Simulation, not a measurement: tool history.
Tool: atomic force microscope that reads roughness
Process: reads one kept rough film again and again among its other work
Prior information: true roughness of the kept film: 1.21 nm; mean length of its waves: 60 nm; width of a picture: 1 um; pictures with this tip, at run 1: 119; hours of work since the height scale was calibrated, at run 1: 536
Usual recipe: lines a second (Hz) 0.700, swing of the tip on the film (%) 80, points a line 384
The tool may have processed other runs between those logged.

run   hour  lines a second (Hz)  swing of the tip on the film (%)  points a line  pictures with this tip  hours of work since the height scale was calibrated  roughness of the kept film (nm (root mean square))
  1    0.0                0.700                                80            384                     119                                                  536                                               1.140
      13.6  -- new tip fitted
  2   20.0                3.318                                80            384                      11                                                  547                                               1.016
  3   37.0                3.318                                80            384                      40                                                  556                                               1.012
  4   69.2                3.318                                80            384                      95                                                  574                                               1.002
  5   85.0                0.700                                80            384                     122                                                  583                                               1.141
      97.6  -- new tip fitted
  6  104.1                0.700                                80            384                      11                                                  594                                               1.157
  7  127.0                0.700                                80            384                      50                                                  607                                               1.147
  8  150.2                0.700                                80            384                      90                                                  620                                               1.147
  9  175.3                0.700                                80            384                     133                                                  634                                               1.135
     182.8  -- new tip fitted
 10  204.6                0.700                                80            384                      37                                                  650                                               1.136
 11  236.1                0.704                                73            384                      91                                                  667                                               1.153
 12  254.5                0.585                                80            384                     122                                                  678                                               1.145
     268.3  -- new tip fitted
 13  271.3                0.700                                80            350                       5                                                  687                                               1.149
 14  288.5                0.680                                61            607                      35                                                  696                                               1.178
 15  318.4                1.030                                72            951                      86                                                  713                                               1.136
 16  344.2                0.619                                72            571                     130                                                  728                                               1.154
     351.0  -- new tip fitted
 17  374.7                1.395                                66            287                      40                                                  744                                               1.139
 18  404.5                0.700                                62            384                      91                                                  761                                               1.165
     434.7  -- new tip fitted
 19  434.7                0.700                                62            384                       0                                                  778                                               1.173

Here are 3 independent what-if runs from the current tool condition. What would each one return?
  A  449.0                3.597                                72            671                      25                                                  786                                                   ?
  B  449.0                0.619                                61            464                      25                                                  786                                                   ?
  C  449.0                0.700                                61            848                      25                                                  786                                                   ?

run  roughness of the kept film (nm (root mean square))
  A                                               1.062
  B                                               1.176
  C                                               1.173
With no hidden state in the tool, these same runs would have given:
run  roughness of the kept film (nm (root mean square))
  A                                               1.069
  B                                               1.184
  C                                               1.181

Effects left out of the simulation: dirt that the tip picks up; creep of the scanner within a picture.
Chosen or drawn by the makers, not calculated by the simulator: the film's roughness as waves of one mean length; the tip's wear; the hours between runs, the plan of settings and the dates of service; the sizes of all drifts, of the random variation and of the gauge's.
